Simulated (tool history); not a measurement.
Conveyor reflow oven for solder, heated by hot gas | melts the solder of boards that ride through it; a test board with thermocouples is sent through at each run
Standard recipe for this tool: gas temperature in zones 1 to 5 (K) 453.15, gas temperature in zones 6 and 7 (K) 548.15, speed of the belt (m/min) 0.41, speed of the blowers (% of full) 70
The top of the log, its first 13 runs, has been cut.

| run | hour | gas temperature in zones 1 to 5 (K) | gas temperature in zones 6 and 7 (K) | speed of the belt (m/min) | speed of the blowers (% of full) | highest temperature of the board (K) | time above the solder's melting point (s) |
|---|---|---|---|---|---|---|---|
| 14 | 275.3 | 453.15 | 548.15 | 0.41 | 62 | 537.35 | 92.6 |
| 15 | 290.7 | 452.15 | 548.15 | 0.41 | 70 | 538.75 | 93.4 |
| 16 | 319.1 | 458.15 | 548.15 | 0.41 | 70 | 539.55 | 95.8 |
| 17 | 343.2 | 451.15 | 548.15 | 0.41 | 70 | 538.75 | 92.7 |
| 18 | 358 | 451.15 | 548.15 | 0.41 | 70 | 539.05 | 92.6 |
| 19 | 383.2 | 456.15 | 548.15 | 0.41 | 85 | 541.55 | 96.8 |
| 20 | 401.9 | 452.15 | 548.15 | 0.356 | 70 | 542.15 | 110.3 |
| 21 | 427.9 | 453.15 | 548.15 | 0.375 | 67 | 540.95 | 104.1 |
|  | 434.9 | flux residue cleaned out of gas plates and filters |
| 22 | 458.6 | 458.15 | 548.15 | 0.413 | 70 | 540.45 | 95.8 |
| 23 | 482.1 | 453.15 | 538.15 | 0.41 | 63 | 529.35 | 86.7 |
| 24 | 496.6 | 453.15 | 538.15 | 0.41 | 63 | 529.35 | 87.4 |
| 25 | 522.6 | 457.15 | 541.15 | 0.36 | 69 | 536.85 | 108.8 |
| 26 | 536 | 449.15 | 541.15 | 0.36 | 64 | 535.25 | 102.2 |
| 27 | 552.6 | 449.15 | 537.15 | 0.36 | 54 | 529.45 | 97 |
| 28 | 575.2 | 449.15 | 537.15 | 0.36 | 54 | 529.75 | 97.4 |
| 29 | 597.7 | 463.15 | 548.15 | 0.462 | 70 | 537.85 | 86.4 |
| 30 | 623 | 463.15 | 546.15 | 0.462 | 50 | 531.35 | 81.6 |
| 31 | 637.9 | 463.15 | 539.15 | 0.462 | 50 | 525.55 | 77.8 |

Each row is a separate what-if for the run after 31, all from the same tool condition, not one after another. Results?
| A | 653.5 | 439.15 | 539.15 | 0.417 | 69 | ? | ? |
| B | 653.5 | 463.15 | 536.15 | 0.38 | 50 | ? | ? |
| C | 653.5 | 443.15 | 539.15 | 0.446 | 62 | ? | ? |
| D | 653.5 | 463.15 | 546.15 | 0.462 | 50 | ? | ? |

| run | highest temperature of the board (K) | time above the solder's melting point (s) |
|---|---|---|
| A | 528.75 | 78.8 |
| B | 527.95 | 99.1 |
| C | 525.85 | 71.5 |
| D | 531.45 | 81.4 |
The same runs, with their run-to-run variation unchanged, on a tool lacking any hidden condition would have given:
| run | highest temperature of the board (K) | time above the solder's melting point (s) |
|---|---|---|
| A | 525.85 | 74 |
| B | 524.75 | 93.3 |
| C | 522.95 | 66.7 |
| D | 528.35 | 76.6 |
